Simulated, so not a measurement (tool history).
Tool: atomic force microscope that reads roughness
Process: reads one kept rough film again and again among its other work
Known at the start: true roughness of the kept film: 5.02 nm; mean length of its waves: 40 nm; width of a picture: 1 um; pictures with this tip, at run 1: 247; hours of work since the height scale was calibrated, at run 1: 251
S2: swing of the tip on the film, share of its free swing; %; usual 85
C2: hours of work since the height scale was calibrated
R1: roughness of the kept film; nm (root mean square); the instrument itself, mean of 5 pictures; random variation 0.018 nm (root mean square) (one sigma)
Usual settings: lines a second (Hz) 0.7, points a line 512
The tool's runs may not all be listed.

{"run": 1, "day": 0.0, "lines a second (Hz)": 0.7, "S2": 85, "points a line": 512, "pictures with this tip": 247, "C2": 251, "R1": 3.589}
{"run": 2, "day": 0.338, "lines a second (Hz)": 0.7, "S2": 85, "points a line": 512, "pictures with this tip": 257, "C2": 256, "R1": 3.577}
{"run": 3, "day": 0.804, "lines a second (Hz)": 0.7, "S2": 85, "points a line": 512, "pictures with this tip": 270, "C2": 264, "R1": 3.575}
{"run": 4, "day": 1.108, "lines a second (Hz)": 0.7, "S2": 85, "points a line": 512, "pictures with this tip": 279, "C2": 268, "R1": 3.554}
{"day": 1.371, "done": "new tip fitted"}
{"run": 5, "day": 1.429, "lines a second (Hz)": 0.7, "S2": 85, "points a line": 512, "pictures with this tip": 2, "C2": 273, "R1": 4.281}
{"run": 6, "day": 2.042, "lines a second (Hz)": 0.959, "S2": 85, "points a line": 512, "pictures with this tip": 19, "C2": 283, "R1": 4.09}
{"run": 7, "day": 2.496, "lines a second (Hz)": 0.959, "S2": 85, "points a line": 512, "pictures with this tip": 32, "C2": 290, "R1": 4.042}
{"run": 8, "day": 2.808, "lines a second (Hz)": 0.7, "S2": 62, "points a line": 512, "pictures with this tip": 41, "C2": 295, "R1": 4.48}
{"run": 9, "day": 3.083, "lines a second (Hz)": 0.7, "S2": 85, "points a line": 486, "pictures with this tip": 49, "C2": 299, "R1": 4.183}
{"run": 10, "day": 3.412, "lines a second (Hz)": 1.681, "S2": 85, "points a line": 1007, "pictures with this tip": 59, "C2": 304, "R1": 3.642}
{"run": 11, "day": 3.962, "lines a second (Hz)": 0.7, "S2": 70, "points a line": 375, "pictures with this tip": 75, "C2": 313, "R1": 4.282}
{"run": 12, "day": 4.562, "lines a second (Hz)": 0.7, "S2": 70, "points a line": 375, "pictures with this tip": 92, "C2": 323, "R1": 4.208}
{"run": 13, "day": 4.938, "lines a second (Hz)": 2.724, "S2": 85, "points a line": 512, "pictures with this tip": 102, "C2": 328, "R1": 3.127}
{"run": 14, "day": 5.333, "lines a second (Hz)": 2.724, "S2": 85, "points a line": 512, "pictures with this tip": 114, "C2": 335, "R1": 3.115}
{"run": 15, "day": 5.7, "lines a second (Hz)": 2.748, "S2": 71, "points a line": 313, "pictures with this tip": 124, "C2": 340, "R1": 3.597}
{"run": 16, "day": 6.046, "lines a second (Hz)": 2.748, "S2": 71, "points a line": 313, "pictures with this tip": 134, "C2": 346, "R1": 3.567}
{"run": 17, "day": 6.408, "lines a second (Hz)": 2.748, "S2": 71, "points a line": 313, "pictures with this tip": 145, "C2": 352, "R1": 3.597}

Forecast each of these 5 alternatives for the next run:
{"run": "A", "day": 6.712, "lines a second (Hz)": 0.7, "S2": 85, "points a line": 435, "pictures with this tip": 153, "C2": 356, "R1": "?"}
{"run": "B", "day": 6.712, "lines a second (Hz)": 1.409, "S2": 81, "points a line": 512, "pictures with this tip": 153, "C2": 356, "R1": "?"}
{"run": "C", "day": 6.712, "lines a second (Hz)": 2.748, "S2": 60, "points a line": 751, "pictures with this tip": 153, "C2": 356, "R1": "?"}
{"run": "D", "day": 6.712, "lines a second (Hz)": 0.725, "S2": 90, "points a line": 474, "pictures with this tip": 153, "C2": 356, "R1": "?"}
{"run": "E", "day": 6.712, "lines a second (Hz)": 1.034, "S2": 84, "points a line": 565, "pictures with this tip": 153, "C2": 356, "R1": "?"}

run=A R1=3.86
run=B R1=3.636
run=C R1=3.847
run=D R1=3.734
run=E R1=3.709
Without the tool's hidden state the same runs would have given:
run=A R1=4.284
run=B R1=4.036
run=C R1=4.271
run=D R1=4.144
run=E R1=4.117
